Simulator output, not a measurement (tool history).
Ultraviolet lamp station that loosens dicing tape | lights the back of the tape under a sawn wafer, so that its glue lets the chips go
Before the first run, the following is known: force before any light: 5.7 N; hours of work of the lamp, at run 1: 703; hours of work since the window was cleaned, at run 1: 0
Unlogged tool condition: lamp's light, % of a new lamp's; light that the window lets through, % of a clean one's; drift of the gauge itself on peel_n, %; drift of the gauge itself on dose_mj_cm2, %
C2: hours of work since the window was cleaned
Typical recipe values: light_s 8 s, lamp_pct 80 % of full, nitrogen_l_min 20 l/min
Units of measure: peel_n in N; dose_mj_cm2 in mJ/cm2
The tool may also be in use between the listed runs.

{"run": 1, "hour": 0.0, "light_s": 8, "lamp_pct": 80, "nitrogen_l_min": 20, "hours of work of the lamp": 703, "C2": 0, "peel_n": 0.564, "dose_mj_cm2": 411}
{"run": 2, "hour": 53.6, "light_s": 8, "lamp_pct": 80, "nitrogen_l_min": 20, "hours of work of the lamp": 732, "C2": 29, "peel_n": 0.58, "dose_mj_cm2": 402}
{"run": 3, "hour": 114.2, "light_s": 8, "lamp_pct": 80, "nitrogen_l_min": 20, "hours of work of the lamp": 764, "C2": 61, "peel_n": 0.604, "dose_mj_cm2": 386}
{"hour": 153.0, "done": "lamp changed"}
{"run": 4, "hour": 191.9, "light_s": 8, "lamp_pct": 80, "nitrogen_l_min": 20, "hours of work of the lamp": 21, "C2": 102, "peel_n": 0.339, "dose_mj_cm2": 559}
{"run": 5, "hour": 272.8, "light_s": 8, "lamp_pct": 80, "nitrogen_l_min": 20, "hours of work of the lamp": 64, "C2": 145, "peel_n": 0.35, "dose_mj_cm2": 529}
{"run": 6, "hour": 334.2, "light_s": 8, "lamp_pct": 80, "nitrogen_l_min": 20, "hours of work of the lamp": 97, "C2": 178, "peel_n": 0.366, "dose_mj_cm2": 515}
{"run": 7, "hour": 396.8, "light_s": 8, "lamp_pct": 77, "nitrogen_l_min": 20, "hours of work of the lamp": 130, "C2": 212, "peel_n": 0.411, "dose_mj_cm2": 481}
{"run": 8, "hour": 457.0, "light_s": 8, "lamp_pct": 81, "nitrogen_l_min": 20, "hours of work of the lamp": 162, "C2": 244, "peel_n": 0.419, "dose_mj_cm2": 492}
{"run": 9, "hour": 539.0, "light_s": 8, "lamp_pct": 81, "nitrogen_l_min": 20, "hours of work of the lamp": 206, "C2": 288, "peel_n": 0.451, "dose_mj_cm2": 466}
{"run": 10, "hour": 600.6, "light_s": 13, "lamp_pct": 80, "nitrogen_l_min": 20, "hours of work of the lamp": 239, "C2": 320, "peel_n": 0.239, "dose_mj_cm2": 715}
{"hour": 658.3, "done": "window cleaned of glue's vapour"}
{"run": 11, "hour": 671.9, "light_s": 13, "lamp_pct": 80, "nitrogen_l_min": 20, "hours of work of the lamp": 277, "C2": 7, "peel_n": 0.218, "dose_mj_cm2": 822}
{"run": 12, "hour": 736.6, "light_s": 13, "lamp_pct": 80, "nitrogen_l_min": 20, "hours of work of the lamp": 312, "C2": 42, "peel_n": 0.221, "dose_mj_cm2": 799}
{"run": 13, "hour": 784.5, "light_s": 13, "lamp_pct": 80, "nitrogen_l_min": 20, "hours of work of the lamp": 337, "C2": 67, "peel_n": 0.229, "dose_mj_cm2": 775}
{"run": 14, "hour": 857.4, "light_s": 5, "lamp_pct": 80, "nitrogen_l_min": 20, "hours of work of the lamp": 376, "C2": 106, "peel_n": 1.02, "dose_mj_cm2": 288}
{"run": 15, "hour": 927.3, "light_s": 8, "lamp_pct": 71, "nitrogen_l_min": 23, "hours of work of the lamp": 414, "C2": 144, "peel_n": 0.547, "dose_mj_cm2": 393}
{"run": 16, "hour": 974.8, "light_s": 8, "lamp_pct": 71, "nitrogen_l_min": 23, "hours of work of the lamp": 439, "C2": 169, "peel_n": 0.568, "dose_mj_cm2": 378}
{"run": 17, "hour": 1033.0, "light_s": 8, "lamp_pct": 71, "nitrogen_l_min": 23, "hours of work of the lamp": 470, "C2": 200, "peel_n": 0.588, "dose_mj_cm2": 364}
{"run": 18, "hour": 1105.6, "light_s": 8, "lamp_pct": 71, "nitrogen_l_min": 23, "hours of work of the lamp": 509, "C2": 239, "peel_n": 0.653, "dose_mj_cm2": 351}
{"run": 19, "hour": 1172.2, "light_s": 8, "lamp_pct": 71, "nitrogen_l_min": 23, "hours of work of the lamp": 544, "C2": 275, "peel_n": 0.736, "dose_mj_cm2": 338}
{"run": 20, "hour": 1209.9, "light_s": 8, "lamp_pct": 80, "nitrogen_l_min": 34, "hours of work of the lamp": 565, "C2": 295, "peel_n": 0.492, "dose_mj_cm2": 376}
{"run": 21, "hour": 1264.6, "light_s": 8, "lamp_pct": 86, "nitrogen_l_min": 19, "hours of work of the lamp": 594, "C2": 324, "peel_n": 0.631, "dose_mj_cm2": 391}
{"hour": 1319.2, "done": "window cleaned of glue's vapour"}
{"run": 22, "hour": 1349.8, "light_s": 8, "lamp_pct": 93, "nitrogen_l_min": 26, "hours of work of the lamp": 639, "C2": 16, "peel_n": 0.354, "dose_mj_cm2": 488}
{"run": 23, "hour": 1397.7, "light_s": 8, "lamp_pct": 91, "nitrogen_l_min": 15, "hours of work of the lamp": 665, "C2": 42, "peel_n": 0.545, "dose_mj_cm2": 460}
{"run": 24, "hour": 1485.0, "light_s": 4, "lamp_pct": 87, "nitrogen_l_min": 16, "hours of work of the lamp": 711, "C2": 89, "peel_n": 1.744, "dose_mj_cm2": 211}
{"run": 25, "hour": 1543.3, "light_s": 14, "lamp_pct": 87, "nitrogen_l_min": 12, "hours of work of the lamp": 742, "C2": 120, "peel_n": 0.31, "dose_mj_cm2": 708}
{"run": 26, "hour": 1614.2, "light_s": 12, "lamp_pct": 82, "nitrogen_l_min": 22, "hours of work of the lamp": 780, "C2": 158, "peel_n": 0.311, "dose_mj_cm2": 553}
{"hour": 1623.0, "done": "lamp changed"}
{"run": 27, "hour": 1686.9, "light_s": 5, "lamp_pct": 99, "nitrogen_l_min": 15, "hours of work of the lamp": 34, "C2": 196, "peel_n": 0.684, "dose_mj_cm2": 407}

Alternative continuations, all from the tool just after run 27; predict every row:
{"run": "A", "hour": 1766.3, "light_s": 7, "lamp_pct": 99, "nitrogen_l_min": 35, "hours of work of the lamp": 77, "C2": 238, "peel_n": "?", "dose_mj_cm2": "?"}
{"run": "B", "hour": 1766.3, "light_s": 10, "lamp_pct": 68, "nitrogen_l_min": 15, "hours of work of the lamp": 77, "C2": 238, "peel_n": "?", "dose_mj_cm2": "?"}
{"run": "C", "hour": 1766.3, "light_s": 5, "lamp_pct": 97, "nitrogen_l_min": 18, "hours of work of the lamp": 77, "C2": 238, "peel_n": "?", "dose_mj_cm2": "?"}
{"run": "D", "hour": 1766.3, "light_s": 8, "lamp_pct": 63, "nitrogen_l_min": 16, "hours of work of the lamp": 77, "C2": 238, "peel_n": "?", "dose_mj_cm2": "?"}
{"run": "E", "hour": 1766.3, "light_s": 12, "lamp_pct": 91, "nitrogen_l_min": 11, "hours of work of the lamp": 77, "C2": 238, "peel_n": "?", "dose_mj_cm2": "?"}

run=A peel_n=0.271 dose_mj_cm2=554
run=B peel_n=0.429 dose_mj_cm2=537
run=C peel_n=0.649 dose_mj_cm2=385
run=D peel_n=0.658 dose_mj_cm2=402
run=E peel_n=0.272 dose_mj_cm2=866
Take away the tool's hidden state, keep each run's random variation, and the runs would have read:
run=A peel_n=0.236 dose_mj_cm2=651
run=B peel_n=0.333 dose_mj_cm2=632
run=C peel_n=0.49 dose_mj_cm2=453
run=D peel_n=0.494 dose_mj_cm2=473
run=E peel_n=0.239 dose_mj_cm2=1018

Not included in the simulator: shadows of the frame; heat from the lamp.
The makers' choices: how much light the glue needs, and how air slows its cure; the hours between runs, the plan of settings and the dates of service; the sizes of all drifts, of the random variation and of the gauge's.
